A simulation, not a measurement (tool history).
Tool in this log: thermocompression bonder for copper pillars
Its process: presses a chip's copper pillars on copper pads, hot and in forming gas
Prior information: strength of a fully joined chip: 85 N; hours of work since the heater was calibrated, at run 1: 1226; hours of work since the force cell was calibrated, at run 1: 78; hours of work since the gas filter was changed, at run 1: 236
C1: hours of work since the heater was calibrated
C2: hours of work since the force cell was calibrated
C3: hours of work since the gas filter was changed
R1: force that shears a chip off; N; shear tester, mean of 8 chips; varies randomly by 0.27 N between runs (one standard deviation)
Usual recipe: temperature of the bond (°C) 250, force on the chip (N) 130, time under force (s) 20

Run 1, hour 0: usual settings; C1 1226; C2 78; C3 236. Result: R1 43.1 N.
Run 2, hour 28.6: usual settings but force on the chip (N) 139; C1 1242; C2 93; C3 251. Result: R1 45.1 N.
Run 3, hour 58.6: usual settings but time under force (s) 12; C1 1259; C2 110; C3 268. Result: R1 35.8 N.
Run 4, hour 87.3: usual settings but time under force (s) 12; C1 1274; C2 126; C3 284. Result: R1 36 N.
Run 5, hour 125.7: usual settings; C1 1295; C2 147; C3 305. Result: R1 42.3 N.
Run 6, hour 175.2: usual settings but time under force (s) 17; C1 1322; C2 174; C3 332. Result: R1 40.3 N.
Run 7, hour 212.1: usual settings but time under force (s) 17; C1 1343; C2 194; C3 352. Result: R1 39.9 N.
Run 8, hour 250.4: usual settings but temperature of the bond (°C) 238, time under force (s) 17; C1 1364; C2 215; C3 373. Result: R1 35.1 N.
At hour 257.1: force cell calibrated.
Run 9, hour 316.5: usual settings but temperature of the bond (°C) 238, time under force (s) 17; C1 1399; C2 33; C3 408. Result: R1 34.5 N.
Run 10, hour 365.8: usual settings but temperature of the bond (°C) 258; C1 1426; C2 60; C3 435. Result: R1 44.3 N.
Run 11, hour 422.8: usual settings but temperature of the bond (°C) 258; C1 1457; C2 91; C3 467. Result: R1 44.1 N.
At hour 440.8: forming gas filter changed.
At hour 475.6: heater calibrated with a thermocouple chip.
Run 12, hour 478.6: usual settings but temperature of the bond (°C) 260; C1 2; C2 120; C3 20. Result: R1 46.2 N.
Run 13, hour 529.2: usual settings but temperature of the bond (°C) 260; C1 29; C2 148; C3 47. Result: R1 45.9 N.
At hour 545.2: force cell calibrated, once more.
Run 14, hour 561: usual settings but temperature of the bond (°C) 260; C1 46; C2 9; C3 64. Result: R1 46.2 N.
Run 15, hour 629: usual settings but temperature of the bond (°C) 260; C1 83; C2 46; C3 101. Result: R1 46.5 N.
Run 16, hour 671.7: usual settings but temperature of the bond (°C) 260; C1 107; C2 69; C3 125. Result: R1 45.6 N.
Run 17, hour 703.9: usual settings but force on the chip (N) 87, time under force (s) 11; C1 124; C2 87; C3 142. Result: R1 25.7 N.
Run 18, hour 771.7: usual settings but force on the chip (N) 87, time under force (s) 11; C1 161; C2 124; C3 179. Result: R1 25.7 N.
Run 19, hour 831.2: usual settings but temperature of the bond (°C) 245, force on the chip (N) 150, time under force (s) 53; C1 194; C2 157; C3 212. Result: R1 56.5 N.
Run 20, hour 868.5: usual settings but temperature of the bond (°C) 259, force on the chip (N) 127, time under force (s) 33; C1 214; C2 177; C3 232. Result: R1 51.3 N.
Run 21, hour 919.1: usual settings but temperature of the bond (°C) 227, force on the chip (N) 78; C1 242; C2 205; C3 260. Result: R1 22.3 N.
Run 22, hour 974.2: usual settings but temperature of the bond (°C) 270, force on the chip (N) 192; C1 272; C2 235; C3 290. Result: R1 57.4 N.
Run 23, hour 1019.4: usual settings but temperature of the bond (°C) 270, force on the chip (N) 192; C1 297; C2 260; C3 315. Result: R1 56.8 N.
Run 24, hour 1073.8: usual settings but temperature of the bond (°C) 246, force on the chip (N) 120, time under force (s) 51; C1 327; C2 290; C3 345. Result: R1 49.6 N.
Run 25, hour 1129.6: usual settings but temperature of the bond (°C) 248, force on the chip (N) 105; C1 358; C2 320; C3 376. Result: R1 33.8 N.
Run 26, hour 1173.3: usual settings but temperature of the bond (°C) 248, force on the chip (N) 105, time under force (s) 59; C1 382; C2 344; C3 400. Result: R1 48.8 N.
Run 27, hour 1232: usual settings but temperature of the bond (°C) 232, force on the chip (N) 96, time under force (s) 13; C1 414; C2 376; C3 432. Result: R1 21.9 N.
Run 28, hour 1273.4: usual settings but temperature of the bond (°C) 262, force on the chip (N) 88, time under force (s) 13; C1 436; C2 399; C3 454. Result: R1 29.2 N.
Run 29, hour 1304.2: usual settings but temperature of the bond (°C) 274, force on the chip (N) 82, time under force (s) 11; C1 453; C2 416; C3 471. Result: R1 29.4 N.
At hour 1314.1: forming gas filter changed.
Run 30, hour 1360.2: usual settings but temperature of the bond (°C) 275, force on the chip (N) 190, time under force (s) 59; C1 484; C2 446; C3 25. Result: R1 77.5 N.

For some of the steps in R1 from one run to the next: how much would appear even if the tool had no hidden state, given the settings, what came in and random variation, and how much remains for the hidden state plus any gauge scatter that the measured result and the result without hidden state don't share?
The hidden state here: true temperature of the bond over the reading, C; force that reaches the chip, % of what is set; oxide that the forming gas leaves, % of the face; drift of the gauge itself on shear_n, %.
Run 18 -> 19: temperature of the bond (°C) 250 -> 245, force on the chip (N) 87 -> 150, time under force (s) 11 -> 53. R1 +30.8 N: hidden state -1.7, all else +32.5.
Run 21 -> 22: temperature of the bond (°C) 227 -> 270, force on the chip (N) 78 -> 192. R1 +35.1 N: hidden state -2.6, all else +37.7.
Run 26 -> 27: temperature of the bond (°C) 248 -> 232, force on the chip (N) 105 -> 96, time under force (s) 59 -> 13. R1 -26.9 N: hidden state +2.4, all else -29.3.
Run 29 -> 30: temperature of the bond (°C) 274 -> 275, force on the chip (N) 82 -> 190, time under force (s) 11 -> 59, forming gas filter changed. R1 +48.1 N: hidden state +2.9, all else +45.2.

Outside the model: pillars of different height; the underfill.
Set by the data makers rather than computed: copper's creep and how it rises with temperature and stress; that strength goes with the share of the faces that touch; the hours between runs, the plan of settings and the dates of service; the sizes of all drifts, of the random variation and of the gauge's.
